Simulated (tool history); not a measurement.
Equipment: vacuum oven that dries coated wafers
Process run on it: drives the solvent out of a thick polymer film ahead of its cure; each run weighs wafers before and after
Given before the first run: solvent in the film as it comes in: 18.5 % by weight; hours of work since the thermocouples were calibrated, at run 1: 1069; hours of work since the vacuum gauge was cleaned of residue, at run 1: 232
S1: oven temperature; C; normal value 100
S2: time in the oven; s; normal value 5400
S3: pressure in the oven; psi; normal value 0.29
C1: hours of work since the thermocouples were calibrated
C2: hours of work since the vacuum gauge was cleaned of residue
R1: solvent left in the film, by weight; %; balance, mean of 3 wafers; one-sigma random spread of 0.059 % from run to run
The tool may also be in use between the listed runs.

run,day,S1,S2,S3,C1,C2,R1
1,0,100,5400,0.29,1069,232,4.42
2,1.775,100,5400,0.29,1086,250,4.48
3,2.633,100,5400,0.29,1095,258,4.41
4,4.033,100,5400,0.29,1108,271,4.54
5,5.067,100,6300,0.29,1118,281,3.83
6,6.304,96,5400,0.29,1130,293,5.72
7,8.288,96,5400,0.29,1149,312,5.9
8,9.483,100,5400,0.29,1161,324,4.55
9,10.738,114,5400,0.29,1173,336,1.38
10,11.812,100,4680,0.29,1183,346,5.08
11,13,100,4680,0.29,1195,358,5.2
12,14.658,100,5400,0.29,1211,374,4.48
13,16.458,100,5400,0.29,1228,391,4.5
14,18.25,100,5400,0.29,1245,408,4.37
15,19.367,100,5520,0.29,1256,419,4.42
16,21.375,107,5400,0.29,1275,438,2.56
17,23.396,107,5400,0.29,1295,458,2.62
18,24.429,107,5400,0.29,1305,468,2.47
19,25.983,100,7500,0.31,1320,483,3.33
20,27.058,100,7500,0.31,1330,493,3.36
21,28.904,100,7500,0.31,1348,511,3.31
22,30.242,100,7500,0.31,1361,524,3.33
23,31.321,100,7500,0.31,1371,534,3.34

Run 24 comes next. What will it give?
24,32.642,100,5340,0.31,1384,547,?

{"run 24": {"R1": 4.56}}
Without the tool's hidden state the same run would have given R1 4.62 %.

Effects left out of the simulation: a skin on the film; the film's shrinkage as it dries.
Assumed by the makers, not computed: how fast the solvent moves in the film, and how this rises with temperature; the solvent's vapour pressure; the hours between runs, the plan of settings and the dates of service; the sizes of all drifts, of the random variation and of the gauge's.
